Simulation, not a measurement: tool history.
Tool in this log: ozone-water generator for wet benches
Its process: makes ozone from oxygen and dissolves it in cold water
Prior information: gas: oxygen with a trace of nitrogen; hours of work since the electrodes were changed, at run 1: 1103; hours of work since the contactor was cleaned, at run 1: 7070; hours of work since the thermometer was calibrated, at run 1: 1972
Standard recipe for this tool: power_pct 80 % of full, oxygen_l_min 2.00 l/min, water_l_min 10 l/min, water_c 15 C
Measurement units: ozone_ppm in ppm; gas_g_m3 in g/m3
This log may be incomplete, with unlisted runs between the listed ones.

run,hour,power_pct,oxygen_l_min,water_l_min,water_c,hours of work since the electrodes were changed,hours of work since the contactor was cleaned,hours of work since the thermometer was calibrated,ozone_ppm,gas_g_m3
1,0.0,80,2.00,10,15,1103,7070,1972,16.4,178.1
2,22.0,80,2.00,10,15,1123,7090,1992,16.2,177.8
3,37.7,80,2.00,10,15,1137,7105,2006,16.4,176.4
4,61.7,80,2.00,10,15,1159,7127,2028,16.4,177.0
5,78.5,80,2.00,10,15,1175,7142,2044,16.4,177.8
6,94.5,80,2.00,10,15,1190,7157,2058,16.2,177.3
7,126.9,80,2.00,10,15,1219,7186,2088,16.3,176.3
8,150.2,80,2.00,10,15,1241,7208,2110,16.3,178.7
9,175.8,48,2.00,10,8,1264,7231,2133,11.6,116.5
10,206.1,48,2.00,10,8,1292,7259,2161,11.6,115.5
11,231.1,48,2.00,10,8,1315,7282,2184,11.5,116.7
12,260.2,82,2.61,10,7,1341,7309,2210,18.8,156.1

What if the next run were any one of these 4? Each begins from the tool's condition after run 12:
A,281.8,66,2.61,7,15,1361,7328,2230,?,?
B,281.8,80,1.50,13,10,1361,7328,2230,?,?
C,281.8,82,2.61,10,8,1361,7328,2230,?,?
D,281.8,80,2.11,6,14,1361,7328,2230,?,?

run,ozone_ppm,gas_g_m3
A,18.7,131.2
B,12.4,205.6
C,18.2,158.1
D,24.4,170.7
Take away the tool's hidden state, keep each run's random variation, and the runs would have read:
run,ozone_ppm,gas_g_m3
A,20.1,135.4
B,13.6,213.2
C,19.8,164.0
D,26.2,177.0

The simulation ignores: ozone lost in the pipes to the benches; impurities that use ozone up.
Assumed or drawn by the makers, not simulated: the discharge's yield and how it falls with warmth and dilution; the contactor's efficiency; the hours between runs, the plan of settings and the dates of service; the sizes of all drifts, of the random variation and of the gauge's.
